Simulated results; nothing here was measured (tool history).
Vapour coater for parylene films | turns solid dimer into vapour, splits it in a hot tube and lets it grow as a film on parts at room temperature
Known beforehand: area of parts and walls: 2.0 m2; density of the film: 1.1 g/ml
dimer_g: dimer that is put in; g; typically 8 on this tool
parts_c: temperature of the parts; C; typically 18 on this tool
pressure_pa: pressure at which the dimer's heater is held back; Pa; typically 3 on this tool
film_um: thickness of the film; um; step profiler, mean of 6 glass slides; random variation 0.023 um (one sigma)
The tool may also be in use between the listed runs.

run	hour	dimer_g	parts_c	pressure_pa	film_um
1	0	8	18	3	2.41
2	20.9	8	26	3	2.14
3	43.5	8	26	3	2.19
4	84.4	8	18	3	2.44
5	102.2	8	18	3	2.41
6	139.2	9	18	2.18	2.83
7	170.5	9	18	2.18	2.89
# hour 192.7: trap's valve overhauled
8	199.8	13	11	3	4.42
9	238.8	4	21	5.46	1.07
10	277.1	8	18	6.69	2.12

What if the next run were any one of these 3? Each begins from the tool's condition after run 10:
A	312.2	8	18	2.16	?
B	312.2	6	18	6.69	?
C	312.2	8	13	6.69	?

run	film_um
A	2.55
B	1.64
C	2.26
Had the tool no hidden state, the same runs would have come out as:
run	film_um
A	2.56
B	1.64
C	2.26
